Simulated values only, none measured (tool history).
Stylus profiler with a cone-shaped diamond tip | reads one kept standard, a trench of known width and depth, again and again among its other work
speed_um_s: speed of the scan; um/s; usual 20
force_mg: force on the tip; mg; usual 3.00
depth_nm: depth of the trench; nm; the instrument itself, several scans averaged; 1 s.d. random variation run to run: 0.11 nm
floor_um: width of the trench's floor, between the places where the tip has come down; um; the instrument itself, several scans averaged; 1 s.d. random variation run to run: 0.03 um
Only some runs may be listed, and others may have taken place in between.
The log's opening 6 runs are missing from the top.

run   hour  speed_um_s  force_mg  scans with this tip  hours of work since the height scale was calibrated  depth_nm  floor_um
  7   66.2           7      3.00                  684                                                  154    202.75     18.04
  8   75.0          20      3.00                  703                                                  158    202.81     17.96
  9   87.6          20      3.00                  731                                                  164    202.92     18.00
 10  100.4          33      3.00                  759                                                  171    202.60     17.94
 11  109.7          11      3.00                  780                                                  175    202.64     17.97
 12  125.2          11      3.00                  814                                                  183    202.56     18.01
 13  139.2          20      3.00                  845                                                  190    202.69     17.95
 14  152.0          20      3.00                  873                                                  196    202.71     17.96
 15  162.0           7      3.00                  895                                                  201    202.79     18.04
 16  173.5          20      3.00                  921                                                  207    202.52     17.95
 17  181.5          20      3.00                  939                                                  211    202.84     17.98
 18  190.3           6      3.29                  958                                                  215    202.94     18.03
 19  197.3          20      5.52                  974                                                  219    203.97     18.00
 20  208.0          20      5.52                  997                                                  224    204.24     17.96
 21  220.8          30      3.58                 1025                                                  231    203.11     17.94
 22  234.5          47      1.10                 1056                                                  237    201.21     17.74
 23  249.3          12      7.42                 1088                                                  245    205.03     18.02
 24  264.7           6      3.25                 1122                                                  252    202.97     18.04
 25  278.4           6      3.25                 1153                                                  259    202.79     18.00
 26  289.8          11      1.56                 1178                                                  265    201.83     18.01
 27  298.2          69      1.08                 1196                                                  269    201.48     17.55
 28  307.7          69      1.08                 1218                                                  274    201.28     17.60
 29  314.5          14      4.86                 1232                                                  277    203.79     17.97

The next listed run, before its measurement:
 30  328.0          15      5.04                 1262                                                  284         ?         ?

depth_nm: 203.88 nm
floor_um: 18.02 um
Were there no unlogged condition in the tool, this run, its random variation unchanged, would have produced depth_nm 203.87 nm, floor_um 18.02 um.

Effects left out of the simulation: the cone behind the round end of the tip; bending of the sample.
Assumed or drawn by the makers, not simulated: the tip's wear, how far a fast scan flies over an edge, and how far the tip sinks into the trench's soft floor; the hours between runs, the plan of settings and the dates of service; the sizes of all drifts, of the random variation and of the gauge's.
